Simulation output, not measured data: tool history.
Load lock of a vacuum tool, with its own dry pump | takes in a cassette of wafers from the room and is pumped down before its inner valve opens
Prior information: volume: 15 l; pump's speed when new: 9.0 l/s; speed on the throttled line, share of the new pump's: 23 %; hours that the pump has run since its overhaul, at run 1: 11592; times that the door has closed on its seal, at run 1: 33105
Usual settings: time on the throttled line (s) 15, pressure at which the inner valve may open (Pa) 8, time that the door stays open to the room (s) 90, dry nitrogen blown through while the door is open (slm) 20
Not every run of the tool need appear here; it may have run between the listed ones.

run,hour,time on the throttled line (s),pressure at which the inner valve may open (Pa),time that the door stays open to the room (s),dry nitrogen blown through while the door is open (slm),hours that the pump has run since its overhaul,times that the door has closed on its seal,"incoming humidity of the room's air, %",time from the closed door until the inner valve may open (s),rise of the pressure with all valves shut (Pa/min)
1,0.0,15,8,90,20,11592,33105,47.1,29.8,0.350
2,328.7,15,8,90,20,11921,33549,42.5,30.1,0.355
3,615.3,15,8,90,20,12208,33936,45.1,29.9,0.363
4,1165.0,15,8,90,20,12757,34679,41.1,30.4,0.371
5,1681.3,28,8,90,20,13274,35376,45.5,39.4,0.377
6,1987.1,28,8,90,10,13580,35789,46.9,39.6,0.421
7,2489.6,22,8,90,20,14082,36468,46.4,35.6,0.414
# hour 2585.1: dry pump taken out, an overhauled one fitted
8,3060.2,22,8,90,20,475,37231,45.8,33.3,0.423
9,3650.3,22,8,90,20,1065,38028,43.2,33.0,0.431
10,3925.2,22,8,90,20,1340,38400,45.9,32.9,0.442
11,4184.0,22,8,90,20,1599,38749,42.4,33.5,0.445
12,4795.6,15,13,90,20,2210,39575,42.4,27.1,0.469
13,5413.4,15,13,90,20,2828,40410,47.4,27.6,0.483
14,5815.1,15,13,90,20,3230,40953,44.5,27.4,0.491
15,6174.6,15,13,90,20,3589,41439,43.6,27.4,0.496
16,6654.6,15,13,90,20,4069,42087,45.5,27.8,0.501
17,7206.4,15,8,128,20,4621,42833,41.7,28.6,0.523
18,7515.3,15,8,128,20,4930,43250,47.8,28.3,0.541
19,7948.4,15,8,90,20,5363,43835,43.5,28.4,0.533
20,8263.1,15,8,186,20,5678,44260,46.3,28.3,0.572
# hour 8528.2: door's seal changed, seat wiped
21,8857.9,15,6,186,4,6271,446,41.9,29.2,0.092
22,9251.1,20,6,42,20,6664,977,44.6,33.1,0.033
23,9770.8,20,10,58,20,7184,1679,47.0,32.7,0.043
24,10333.1,20,10,58,20,7746,2439,44.4,32.4,0.045
25,10816.8,20,10,58,20,8230,3092,45.4,32.6,0.036
26,11404.3,14,8,90,20,8818,3886,43.2,28.6,0.059
27,11918.6,15,8,43,20,9332,4581,41.7,29.4,0.043
28,12191.1,15,8,43,20,9604,4949,48.6,29.4,0.053
29,12792.6,15,8,43,20,10206,5762,43.9,29.8,0.051
30,13230.9,15,9,41,20,10644,6354,46.2,29.8,0.059
31,13794.3,15,9,41,20,11208,7115,47.9,29.8,0.062
32,14251.6,16,9,41,14,11665,7733,43.4,30.5,0.072
33,14773.5,18,9,114,19,12187,8438,40.9,32.2,0.081
34,15290.1,24,13,56,43,12703,9136,44.1,35.5,0.071
35,15637.1,24,13,56,43,13050,9605,44.6,35.9,0.071
36,16031.0,13,13,40,6,13444,10137,45.5,28.0,0.099

Run 37 has not been measured yet. What should we expect?
37,16486.2,13,13,40,6,13900,10752,45.1,?,?

{"run 37": {"time from the closed door until the inner valve may open (s)": 28.0, "rise of the pressure with all valves shut (Pa/min)": 0.092}}
On a tool with no hidden condition, and with the same random variation, this run would have come out at time from the closed door until the inner valve may open (s) 24.9, rise of the pressure with all valves shut (Pa/min) 0.036.

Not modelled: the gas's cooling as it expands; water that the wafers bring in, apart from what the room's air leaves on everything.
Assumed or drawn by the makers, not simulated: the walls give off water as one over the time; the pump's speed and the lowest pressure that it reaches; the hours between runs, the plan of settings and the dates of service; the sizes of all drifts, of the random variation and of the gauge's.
